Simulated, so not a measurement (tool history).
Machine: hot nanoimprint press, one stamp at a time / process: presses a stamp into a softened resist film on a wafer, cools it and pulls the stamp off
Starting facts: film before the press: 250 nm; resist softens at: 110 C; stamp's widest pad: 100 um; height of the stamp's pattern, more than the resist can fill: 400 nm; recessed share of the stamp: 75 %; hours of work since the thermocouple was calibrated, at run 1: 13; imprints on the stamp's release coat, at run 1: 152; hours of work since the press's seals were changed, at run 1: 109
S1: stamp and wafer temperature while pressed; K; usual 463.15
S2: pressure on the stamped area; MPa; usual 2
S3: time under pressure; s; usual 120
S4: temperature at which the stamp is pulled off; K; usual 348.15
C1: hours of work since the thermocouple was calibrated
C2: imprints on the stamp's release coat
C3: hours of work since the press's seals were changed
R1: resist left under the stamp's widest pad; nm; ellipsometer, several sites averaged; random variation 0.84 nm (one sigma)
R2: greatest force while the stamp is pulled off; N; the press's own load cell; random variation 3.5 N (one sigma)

run   hour      S1    S2   S3      S4  C1   C2   C3     R1   R2
  1      0  463.15     2  120  348.15  13  152  109  112.5  178
  2    7.6  463.15     2  120  348.15  17  178  113  112.9  175
  3   15.1  463.15     2  128  348.15  21  204  117  109.4  184
  4   23.3  463.15     2  128  348.15  24  231  120    111  181
  5   30.9  463.15     2  216  348.15  28  257  124   89.8  184
  6   35.7  463.15     2  216  348.15  30  273  126   89.7  175
  7   42.5  463.15     2  120  350.15  34  296  129  112.1  181
  8   46.4  463.15     2  120  348.15  35  310  131    113  182
  9   52.7  463.15  3.05  120  348.15  38  331  134   91.9  186
 10     62  463.15     2  120  348.15  43  363  139  111.3  188
 11   66.2  463.15     2  120  348.15  45  377  141  111.1  181
        70  -- plate thermocouple calibrated
 12   75.2  463.15     2  120  348.15   2  397  143    111  194
 13   83.5  463.15  2.04  120  348.15   6  425  147  110.3  187
 14   92.4  463.15     2  120  341.15  11  456  152  111.9  203
 15   99.3  456.15   1.6  120  341.15  14  479  155  164.3  212
 16  106.2  456.15  1.82  120  340.15  17  503  158  156.8  212
 17  110.3  456.15  1.82  120  340.15  19  517  160  156.2  220
     121.9  -- plate thermocouple calibrated, once more
 18  122.2  468.15     2  120  351.15   0  547  164   89.7  187
 19  128.8  463.15  1.75  120  348.15   3  569  167  120.1  198
 20  134.7  463.15  1.75  204  352.15   6  589  170   96.7  195
 21  141.8  475.15     2  120  351.15   9  614  173     65  193
 22  150.1  463.15  3.17  129  348.15  13  642  177     87  196
 23  157.5  463.15  3.17  129  348.15  17  667  181   88.7  212

Consider 5 possible next runs. They are alternatives, not a sequence: every one starts from the tool as it was left by run 23. What does each give?
  A  163.8  463.15     2  120  353.15  20  688  184   ?   ?
  B  163.8  463.15     2  106  348.15  20  688  184   ?   ?
  C  163.8  463.15  2.77  120  339.15  20  688  184   ?   ?
  D  163.8  463.15  2.18  129  341.15  20  688  184   ?   ?
  E  163.8  463.15  3.17  129  348.15  20  688  184   ?   ?

run     R1   R2
  A  111.3  198
  B  117.9  204
  C   96.5  224
  D  105.3  224
  E   87.4  206
Take away the tool's hidden state, keep each run's random variation, and the runs would have read:
run     R1   R2
  A  111.8  163
  B  118.4  168
  C     97  184
  D  105.8  185
  E   87.9  170
